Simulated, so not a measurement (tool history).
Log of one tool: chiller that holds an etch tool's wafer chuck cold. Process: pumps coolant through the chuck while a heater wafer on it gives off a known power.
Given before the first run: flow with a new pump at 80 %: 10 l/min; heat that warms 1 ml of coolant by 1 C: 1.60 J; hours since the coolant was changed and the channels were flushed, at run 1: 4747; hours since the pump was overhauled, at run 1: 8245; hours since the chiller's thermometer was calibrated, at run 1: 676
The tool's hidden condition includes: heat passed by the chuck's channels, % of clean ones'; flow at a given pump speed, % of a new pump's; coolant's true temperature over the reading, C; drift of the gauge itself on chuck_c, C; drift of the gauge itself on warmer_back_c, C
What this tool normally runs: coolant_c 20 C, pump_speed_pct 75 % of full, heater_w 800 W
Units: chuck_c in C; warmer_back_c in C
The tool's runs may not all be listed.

run,hour,coolant_c,pump_speed_pct,heater_w,hours since the coolant was changed and the channels were flushed,hours since the pump was overhauled,hours since the chiller's thermometer was calibrated,chuck_c,warmer_back_c
1,0,20,75,800,4747,8245,676,29.1,3.22
2,138.1,20,75,800,4886,8383,814,29.1,3.21
3,255.8,20,75,849,5003,8501,932,29.7,3.36
4,427.2,20,75,849,5175,8672,1103,29.6,3.34
5,560.9,20,75,849,5308,8806,1237,29.7,3.3
6,736.3,20,75,800,5484,8982,1412,29.1,3.07
7,842.3,20,75,800,5590,9088,1518,29.1,3.05
8,936.5,20,75,800,5684,9182,1612,29.3,3.09
9,1101.1,20,75,549,5849,9346,1777,26.2,1.99
10,1208.5,20,75,549,5956,9454,1884,26.3,2
11,1348.7,25,75,549,6096,9594,2025,31.4,2
12,1489,20,75,800,6237,9734,2165,29,2.97
13,1581.3,20,75,699,6329,9827,2257,28,2.54
14,1784.4,29,75,800,6532,10030,2460,38.1,2.89
15,1906.7,29,75,800,6654,10152,2583,38.2,2.83
# hour 2104.8: chiller's thermometer calibrated
16,2123.3,29,75,800,6870,10368,19,38.2,2.83
17,2320,15,75,1037,7067,10564,215,26.8,3.71
# hour 2467.5: gauge calibrated
18,2499.9,20,75,882,7246,10744,395,30,3.53
19,2684.2,20,75,1068,7431,10928,579,32.1,4.22
20,2894.4,20,75,1068,7641,11139,790,32.1,4.26
21,3012.3,23,62,800,7759,11257,907,33.6,3.88
22,3203.6,23,62,800,7950,11448,1099,33.7,3.78
# hour 3233.3: coolant changed, channels flushed
23,3385.3,23,69,649,152,11624,1274,30.9,2.71
24,3543.8,22,72,649,311,11782,1433,29.4,2.55
25,3707.8,12,61,431,475,11946,1597,17.7,1.94
26,3852.8,18,68,734,620,12091,1742,27.1,3
27,3976.4,18,68,734,743,12215,1866,27,3
28,4175.4,11,65,552,942,12414,2065,18,2.22
29,4317.5,19,98,800,1084,12556,2207,26.4,2.01
# hour 4373.7: coolant pump overhauled
30,4445.4,20,98,591,1207,72,2330,25.3,1.37
31,4601,23,75,800,1363,227,2485,32,2.75

Hidden condition of the tool, last listed run before each entry between runs versus first listed run after:
Between runs 15 and 16: chiller's thermometer calibrated (hour 2104.8)
  flow at a given pump speed, % of a new pump's: 99.8 -> 99.7; drift of the gauge itself on warmer_back_c, C: -0.38 -> -0.42
  difference, measured minus the result without the unlogged condition, warmer_back_c: -0.37 -> -0.41 C
Between runs 17 and 18: gauge calibrated (hour 2467.5)
  heat passed by the chuck's channels, % of clean ones': 99.9 -> 99.8; drift of the gauge itself on warmer_back_c, C: -0.46 -> -0.01
  difference, measured minus the result without the unlogged condition, warmer_back_c: -0.45 -> +0 C
Between runs 22 and 23: coolant changed, channels flushed (hour 3233.3)
  heat passed by the chuck's channels, % of clean ones': 99.8 -> 100; drift of the gauge itself on warmer_back_c, C: -0.15 -> -0.18
  difference, measured minus the result without the unlogged condition, warmer_back_c: -0.13 -> -0.17 C
Between runs 29 and 30: coolant pump overhauled (hour 4373.7)
  flow at a given pump speed, % of a new pump's: 99.7 -> 100; drift of the gauge itself on warmer_back_c, C: -0.36 -> -0.39
  difference, measured minus the result without the unlogged condition, warmer_back_c: -0.35 -> -0.39 C
